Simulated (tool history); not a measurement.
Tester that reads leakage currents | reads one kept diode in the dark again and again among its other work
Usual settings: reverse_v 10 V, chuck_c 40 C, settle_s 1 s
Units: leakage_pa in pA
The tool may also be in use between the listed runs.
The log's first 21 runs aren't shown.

run	hour	reverse_v	chuck_c	settle_s	hours of work since the probe card was cleaned	hours of work since the tester was calibrated	hours of work since the chuck was calibrated	leakage_pa
22	1634.3	1	22	3.39	684	2302	557	65.48
23	1718.9	3.8	50	9.58	729	2348	603	1260.42
24	1819.9	10	22	0.48	784	2403	657	209.5
25	1865.6	10	31	8.3	809	2427	682	453.51
26	1943	10	22	2.54	851	2469	724	209.86
# hour 1951.2: tester calibrated
27	2055.5	10	22	2.54	910	56	784	210.61
28	2139.8	4.8	23	4.86	956	102	829	160.7
29	2248.6	1	40	1	1015	161	888	308.36
30	2344	1	40	1	1066	213	940	309.15
# hour 2437.6: tester calibrated, once more
31	2443.2	2.2	40	0.35	1119	3	992	461.76
32	2543.5	14.5	56	9.22	1173	57	1047	3957.75
33	2631.4	1.9	29	1	1221	105	1094	175.75
34	2698.2	3	40	9	1257	141	1130	544.86
35	2782.4	3	21	9	1303	187	1176	111.11
36	2862.8	4.8	21	0.42	1346	230	1220	142.02
37	2922.8	4.8	21	0.42	1379	263	1252	142.36
38	2998.6	4.8	39	0.42	1420	304	1293	645.58
39	3050.2	1.3	37	1.1	1448	331	1321	287.43
40	3143.4	10	29	1	1498	382	1371	411.24

3 ways to go on from here, each from the tool as it stands after run 40. What would each give?
A	3191.4	7.9	40	1	1524	408	1397	?
B	3191.4	1.8	47	0.32	1524	408	1397	?
C	3191.4	1.3	25	3.17	1524	408	1397	?

run	leakage_pa
A	899.89
B	740.4
C	106.03
Without the tool's hidden state the same runs would have given:
run	leakage_pa
A	792.29
B	659.4
C	91.9
